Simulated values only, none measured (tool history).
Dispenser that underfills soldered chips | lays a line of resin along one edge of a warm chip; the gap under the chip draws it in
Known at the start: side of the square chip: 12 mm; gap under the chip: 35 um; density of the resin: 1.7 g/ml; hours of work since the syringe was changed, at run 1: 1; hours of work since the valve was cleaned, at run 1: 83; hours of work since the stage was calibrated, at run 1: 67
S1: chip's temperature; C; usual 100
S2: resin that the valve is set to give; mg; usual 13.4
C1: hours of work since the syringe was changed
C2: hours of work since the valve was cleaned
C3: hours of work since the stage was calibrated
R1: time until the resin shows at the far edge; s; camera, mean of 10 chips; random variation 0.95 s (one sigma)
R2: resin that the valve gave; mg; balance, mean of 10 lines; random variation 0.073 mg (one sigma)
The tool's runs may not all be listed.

run   hour   S1    S2  C1  C2   C3     R1     R2
  1    0.0  100  13.4   1  83   67   98.9  12.62
       7.7  -- new syringe of resin
  2    8.7  100  13.4   1  89   73   95.0  12.64
      16.5  -- new syringe of resin
  3   19.2  100  13.4   2  96   80  101.9  12.55
      25.3  -- dispensing valve cleaned and set on the balance
      26.9  -- new syringe of resin
  4   29.1  104  13.4   2   3   86   87.4  13.47
      35.9  -- new syringe of resin
  5   40.1  104  13.4   3  10   94   96.8  13.25
      45.2  -- new syringe of resin
  6   47.2  104  13.4   1  15   99   87.2  13.30
      55.1  -- new syringe of resin
  7   57.1  104  13.4   1  22  106   87.0  13.16
      64.7  -- new syringe of resin
  8   66.7  100  13.4   1  29  113  101.0  13.13
      73.8  -- new syringe of resin
  9   76.5  100  14.8   2  36  120  101.4  14.44
      83.2  -- new syringe of resin
 10   87.3  100  14.8   3  44  127  113.1  14.32
      92.7  -- new syringe of resin
 11   95.4  100  14.8   2  49  133  104.3  14.40
     102.1  -- new syringe of resin
 12  109.9  100  14.8   6  60  143  136.3  14.32
     111.1  -- new syringe of resin
     120.4  -- new syringe of resin
 13  121.2  100  13.4   1  67  151   96.6  12.77
     129.4  -- new syringe of resin
 14  131.0  101  13.4   1  74  158   95.7  12.88
     138.8  -- new syringe of resin
 15  143.4  101  13.4   3  83  167  114.4  12.72
     147.6  -- new syringe of resin
     157.0  -- new syringe of resin
 16  159.0  109  12.5   1  94  178   75.5  11.80
     166.1  -- new syringe of resin
     169.6  -- dispensing valve cleaned and set on the balance
 17  172.9  114  16.6   4   2  187   74.8  16.64
     176.4  -- new syringe of resin
 18  179.4  104  13.1   2   7  191   93.6  13.07
     185.5  -- new syringe of resin
 19  189.0   91  13.4   3  14  198  156.8  13.31
     194.7  -- new syringe of resin
 20  202.1  101  13.4   5  23  207  126.4  13.13
     203.7  -- new syringe of resin
     212.9  -- new syringe of resin
 21  213.8  101  15.0   1  31  215   93.2  14.69
     221.8  -- new syringe of resin
 22  228.3  100  13.9   5  41  226  127.3  13.56
     231.8  -- new syringe of resin
     240.9  -- new syringe of resin
 23  242.3  100  13.9   1  51  235  100.9  13.46
     250.0  -- new syringe of resin
 24  251.5  100  13.9   1  57  242  101.6  13.43
     259.0  -- new syringe of resin
 25  259.0  111  15.5   0  63  247   62.8  14.88
     268.0  -- new syringe of resin
 26  270.5  107  13.4   2  71  255   82.5  12.75
     276.8  -- new syringe of resin
 27  283.5  103  11.9   5  80  264  119.1  11.24

4 ways to go on from here, each from the tool as it stands after run 27. What would each give?
     285.8  -- new syringe of resin
  A  293.5  103  14.1   6  87  271   ?   ?
     285.8  -- new syringe of resin
  B  293.5  103  11.9   6  87  271   ?   ?
     285.8  -- new syringe of resin
  C  293.5  108  16.7   6  87  271   ?   ?
     285.8  -- new syringe of resin
  D  293.5  109  15.8   6  87  271   ?   ?

run     R1     R2
  A  123.8  13.18
  B  129.2  11.19
  C  102.5  15.72
  D   99.3  14.85
Without the tool's hidden state the same runs would have given:
run    R1     R2
  A  79.7  14.01
  B  82.5  11.89
  C  66.2  16.71
  D  64.2  15.79

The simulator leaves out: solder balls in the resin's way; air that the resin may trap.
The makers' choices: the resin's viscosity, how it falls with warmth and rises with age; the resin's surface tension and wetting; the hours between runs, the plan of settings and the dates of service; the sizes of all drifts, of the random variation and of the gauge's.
